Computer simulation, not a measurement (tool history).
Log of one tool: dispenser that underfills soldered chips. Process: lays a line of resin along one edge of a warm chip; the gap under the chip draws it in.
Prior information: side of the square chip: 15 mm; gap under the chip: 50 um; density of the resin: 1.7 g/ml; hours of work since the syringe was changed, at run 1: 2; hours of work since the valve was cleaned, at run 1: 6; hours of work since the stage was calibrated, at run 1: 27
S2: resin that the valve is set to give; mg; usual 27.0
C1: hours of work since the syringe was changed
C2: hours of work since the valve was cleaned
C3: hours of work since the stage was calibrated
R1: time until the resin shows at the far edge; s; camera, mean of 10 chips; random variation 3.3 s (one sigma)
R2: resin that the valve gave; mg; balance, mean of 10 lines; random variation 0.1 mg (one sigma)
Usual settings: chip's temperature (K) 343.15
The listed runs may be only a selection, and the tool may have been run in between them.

run 1 hour=0.0 | chip's_temperature_(K)=343.15 S2=27.0 | C1=2 C2=6 C3=27 | R1=403.1 R2=26.83
run 2 hour=5.4 | chip's_temperature_(K)=349.15 S2=27.0 | C1=6 C2=9 C3=31 | R1=412.0 R2=26.92
-- hour=7.2 new syringe of resin
run 3 hour=9.4 | chip's_temperature_(K)=349.15 S2=27.0 | C1=2 C2=12 C3=33 | R1=302.5 R2=26.70
run 4 hour=12.3 | chip's_temperature_(K)=349.15 S2=27.0 | C1=4 C2=14 C3=35 | R1=350.1 R2=26.76
-- hour=17.6 new syringe of resin
run 5 hour=17.6 | chip's_temperature_(K)=349.15 S2=27.0 | C1=0 C2=17 C3=39 | R1=261.0 R2=26.71
run 6 hour=23.0 | chip's_temperature_(K)=349.15 S2=27.0 | C1=4 C2=21 C3=43 | R1=352.4 R2=26.67
-- hour=28.2 new syringe of resin
run 7 hour=28.2 | chip's_temperature_(K)=343.15 S2=27.0 | C1=0 C2=25 C3=46 | R1=337.4 R2=26.61
run 8 hour=33.2 | chip's_temperature_(K)=343.15 S2=27.0 | C1=3 C2=28 C3=49 | R1=445.8 R2=26.65
run 9 hour=35.8 | chip's_temperature_(K)=343.15 S2=27.0 | C1=5 C2=30 C3=51 | R1=508.8 R2=26.53
-- hour=38.6 new syringe of resin
run 10 hour=39.0 | chip's_temperature_(K)=331.15 S2=23.0 | C1=0 C2=32 C3=53 | R1=640.5 R2=22.40
run 11 hour=43.9 | chip's_temperature_(K)=333.15 S2=32.8 | C1=4 C2=35 C3=57 | R1=695.2 R2=32.16
-- hour=49.0 new syringe of resin
run 12 hour=49.0 | chip's_temperature_(K)=331.15 S2=29.9 | C1=0 C2=39 C3=60 | R1=577.3 R2=29.25
run 13 hour=53.1 | chip's_temperature_(K)=356.15 S2=24.1 | C1=3 C2=42 C3=63 | R1=261.4 R2=23.55
run 14 hour=58.3 | chip's_temperature_(K)=341.15 S2=26.8 | C1=6 C2=45 C3=66 | R1=619.4 R2=26.21
-- hour=59.6 new syringe of resin
run 15 hour=61.6 | chip's_temperature_(K)=346.15 S2=31.8 | C1=1 C2=47 C3=69 | R1=323.0 R2=30.88
run 16 hour=65.3 | chip's_temperature_(K)=339.15 S2=29.7 | C1=4 C2=50 C3=71 | R1=546.7 R2=28.85
run 17 hour=67.8 | chip's_temperature_(K)=337.15 S2=29.2 | C1=6 C2=51 C3=73 | R1=676.9 R2=28.47
-- hour=70.0 new syringe of resin
run 18 hour=72.2 | chip's_temperature_(K)=337.15 S2=29.2 | C1=1 C2=54 C3=76 | R1=494.5 R2=28.32

5 ways to go on from here, each from the tool as it stands after run 18. What would each give?
run A hour=76.7 | chip's_temperature_(K)=356.15 S2=31.6 | C1=5 C2=57 C3=79 | R1=? R2=?
run B hour=76.7 | chip's_temperature_(K)=350.15 S2=25.3 | C1=5 C2=57 C3=79 | R1=? R2=?
run C hour=76.7 | chip's_temperature_(K)=339.15 S2=34.0 | C1=5 C2=57 C3=79 | R1=? R2=?
run D hour=76.7 | chip's_temperature_(K)=329.15 S2=33.0 | C1=5 C2=57 C3=79 | R1=? R2=?
run E hour=76.7 | chip's_temperature_(K)=350.15 S2=34.6 | C1=5 C2=57 C3=79 | R1=? R2=?

run=A R1=277.7 R2=30.76
run=B R1=371.4 R2=24.61
run=C R1=576.2 R2=33.06
run=D R1=895.4 R2=32.14
run=E R1=352.1 R2=33.59
With no hidden state in the tool, these same runs would have given:
run=A R1=188.2 R2=31.69
run=B R1=250.1 R2=25.35
run=C R1=389.7 R2=34.05
run=D R1=604.5 R2=33.10
run=E R1=238.6 R2=34.60
